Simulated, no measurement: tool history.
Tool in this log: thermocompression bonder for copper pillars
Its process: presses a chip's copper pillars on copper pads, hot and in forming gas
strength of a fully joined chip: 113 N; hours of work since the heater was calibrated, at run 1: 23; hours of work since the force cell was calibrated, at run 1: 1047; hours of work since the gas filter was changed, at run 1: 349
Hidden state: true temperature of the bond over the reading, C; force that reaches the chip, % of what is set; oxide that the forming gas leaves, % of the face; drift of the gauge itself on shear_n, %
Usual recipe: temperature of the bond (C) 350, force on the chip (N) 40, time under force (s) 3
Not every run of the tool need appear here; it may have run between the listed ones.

| run | hour | temperature of the bond (C) | force on the chip (N) | time under force (s) | hours of work since the heater was calibrated | hours of work since the force cell was calibrated | hours of work since the gas filter was changed | force that shears a chip off (N) |
|---|---|---|---|---|---|---|---|---|
| 1 | 0 | 350 | 40 | 3 | 23 | 1047 | 349 | 47.5 |
| 2 | 52.6 | 350 | 40 | 3 | 50 | 1074 | 376 | 47.8 |
|  | 115.8 | forming gas filter changed |
| 3 | 115.8 | 350 | 40 | 3 | 83 | 1107 | 0 | 52.4 |
| 4 | 173.3 | 350 | 40 | 3 | 112 | 1136 | 30 | 52.2 |
| 5 | 233.7 | 350 | 40 | 3 | 144 | 1168 | 61 | 51.7 |
| 6 | 300.5 | 363 | 40 | 3 | 178 | 1202 | 96 | 57.6 |
| 7 | 359.5 | 363 | 40 | 3 | 209 | 1233 | 126 | 56.7 |
| 8 | 390.4 | 373 | 40 | 3 | 225 | 1249 | 142 | 61 |
| 9 | 447.5 | 350 | 40 | 3 | 255 | 1279 | 172 | 50.9 |
| 10 | 482.8 | 350 | 31 | 3 | 273 | 1297 | 190 | 45.1 |
| 11 | 523.8 | 350 | 31 | 3 | 294 | 1318 | 211 | 45.1 |
| 12 | 591.9 | 328 | 40 | 3 | 329 | 1353 | 247 | 41.2 |
| 13 | 659.3 | 328 | 47 | 3 | 364 | 1388 | 282 | 44.3 |
| 14 | 713 | 328 | 47 | 2 | 392 | 1416 | 309 | 38.2 |
| 15 | 769.6 | 350 | 28 | 3 | 421 | 1445 | 339 | 42.3 |
| 16 | 838.2 | 350 | 28 | 3 | 457 | 1481 | 374 | 41.9 |
| 17 | 899.1 | 350 | 28 | 3 | 488 | 1512 | 406 | 41.4 |
|  | 903.6 | forming gas filter changed |
| 18 | 968.7 | 341 | 35 | 2 | 524 | 1548 | 34 | 40.5 |
| 19 | 1000.8 | 371 | 28 | 5 | 541 | 1565 | 50 | 65.5 |
| 20 | 1039.2 | 371 | 34 | 8 | 561 | 1585 | 70 | 79.4 |
| 21 | 1105.4 | 371 | 46 | 8 | 595 | 1619 | 105 | 86.1 |
| 22 | 1161.2 | 350 | 39 | 3 | 624 | 1648 | 133 | 53.1 |
| 23 | 1217.6 | 350 | 39 | 3 | 653 | 1677 | 163 | 52.8 |
| 24 | 1277.2 | 350 | 39 | 3 | 684 | 1708 | 194 | 52.6 |
| 25 | 1340.7 | 350 | 39 | 3 | 717 | 1741 | 226 | 52 |
| 26 | 1387.6 | 371 | 37 | 4 | 741 | 1765 | 251 | 65.3 |
| 27 | 1443.6 | 351 | 45 | 3 | 770 | 1794 | 280 | 55.7 |
| 28 | 1501.7 | 351 | 45 | 3 | 800 | 1824 | 310 | 55 |
| 29 | 1540.4 | 323 | 40 | 2 | 821 | 1845 | 330 | 35.1 |

Run by run, hidden condition taken away, random variation retained:
| run | force that shears a chip off (N) |
|---|---|
| 1 | 50.6 |
| 2 | 51.1 |
| 3 | 50.9 |
| 4 | 50.9 |
| 5 | 50.6 |
| 6 | 56.8 |
| 7 | 56.2 |
| 8 | 60.8 |
| 9 | 50.6 |
| 10 | 44.9 |
| 11 | 45 |
| 12 | 41.1 |
| 13 | 44.5 |
| 14 | 38.3 |
| 15 | 42.9 |
| 16 | 42.7 |
| 17 | 42.4 |
| 18 | 37.4 |
| 19 | 61.9 |
| 20 | 76.3 |
| 21 | 83.9 |
| 22 | 50.2 |
| 23 | 50.1 |
| 24 | 50.1 |
| 25 | 49.8 |
| 26 | 64 |
| 27 | 54 |
| 28 | 53.5 |
| 29 | 33.3 |
